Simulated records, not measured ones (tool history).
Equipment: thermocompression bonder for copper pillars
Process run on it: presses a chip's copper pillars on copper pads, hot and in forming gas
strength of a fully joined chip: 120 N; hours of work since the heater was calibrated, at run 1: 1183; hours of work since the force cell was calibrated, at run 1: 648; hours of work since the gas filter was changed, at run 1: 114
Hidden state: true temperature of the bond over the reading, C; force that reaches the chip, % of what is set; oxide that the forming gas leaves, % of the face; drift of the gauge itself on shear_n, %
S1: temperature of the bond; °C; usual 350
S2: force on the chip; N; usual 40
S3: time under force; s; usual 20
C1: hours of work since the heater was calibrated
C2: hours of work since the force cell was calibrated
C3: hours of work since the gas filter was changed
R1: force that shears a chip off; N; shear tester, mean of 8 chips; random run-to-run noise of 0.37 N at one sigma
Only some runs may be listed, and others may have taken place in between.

{"run": 1, "hour": 0.0, "S1": 350, "S2": 40, "S3": 20, "C1": 1183, "C2": 648, "C3": 114, "R1": 70.3}
{"run": 2, "hour": 89.2, "S1": 350, "S2": 40, "S3": 33, "C1": 1221, "C2": 686, "C3": 152, "R1": 80.6}
{"hour": 95.7, "done": "forming gas filter changed"}
{"run": 3, "hour": 135.9, "S1": 350, "S2": 40, "S3": 33, "C1": 1241, "C2": 706, "C3": 17, "R1": 80.3}
{"run": 4, "hour": 206.4, "S1": 350, "S2": 40, "S3": 33, "C1": 1271, "C2": 736, "C3": 47, "R1": 80.7}
{"run": 5, "hour": 292.8, "S1": 350, "S2": 37, "S3": 33, "C1": 1308, "C2": 773, "C3": 84, "R1": 75.2}
{"run": 6, "hour": 355.4, "S1": 350, "S2": 37, "S3": 33, "C1": 1334, "C2": 800, "C3": 111, "R1": 75.6}
{"run": 7, "hour": 401.3, "S1": 350, "S2": 37, "S3": 33, "C1": 1354, "C2": 819, "C3": 130, "R1": 75.3}
{"hour": 458.1, "done": "forming gas filter changed"}
{"run": 8, "hour": 480.9, "S1": 320, "S2": 40, "S3": 20, "C1": 1388, "C2": 853, "C3": 10, "R1": 51.7}
{"run": 9, "hour": 547.2, "S1": 343, "S2": 28, "S3": 14, "C1": 1416, "C2": 881, "C3": 38, "R1": 40}
{"run": 10, "hour": 625.8, "S1": 332, "S2": 54, "S3": 21, "C1": 1449, "C2": 915, "C3": 72, "R1": 75.9}
{"run": 11, "hour": 696.9, "S1": 380, "S2": 52, "S3": 20, "C1": 1480, "C2": 945, "C3": 102, "R1": 99.5}
{"run": 12, "hour": 786.4, "S1": 375, "S2": 28, "S3": 12, "C1": 1518, "C2": 983, "C3": 140, "R1": 52.1}
{"hour": 823.6, "done": "forming gas filter changed"}
{"run": 13, "hour": 846.8, "S1": 339, "S2": 40, "S3": 20, "C1": 1544, "C2": 1009, "C3": 10, "R1": 62}

Each row is a separate what-if for the run after 13, all from the same tool condition, not one after another. Results?
{"run": "A", "hour": 911.1, "S1": 350, "S2": 41, "S3": 16, "C1": 1571, "C2": 1036, "C3": 37, "R1": "?"}
{"run": "B", "hour": 911.1, "S1": 321, "S2": 36, "S3": 20, "C1": 1571, "C2": 1036, "C3": 37, "R1": "?"}
{"run": "C", "hour": 911.1, "S1": 352, "S2": 48, "S3": 50, "C1": 1571, "C2": 1036, "C3": 37, "R1": "?"}
{"run": "D", "hour": 911.1, "S1": 364, "S2": 40, "S3": 20, "C1": 1571, "C2": 1036, "C3": 37, "R1": "?"}

run=A R1=65
run=B R1=45.3
run=C R1=96.9
run=D R1=76.9
With no hidden state in the tool, these same runs would have given:
run=A R1=66.5
run=B R1=46.3
run=C R1=99.3
run=D R1=78.6
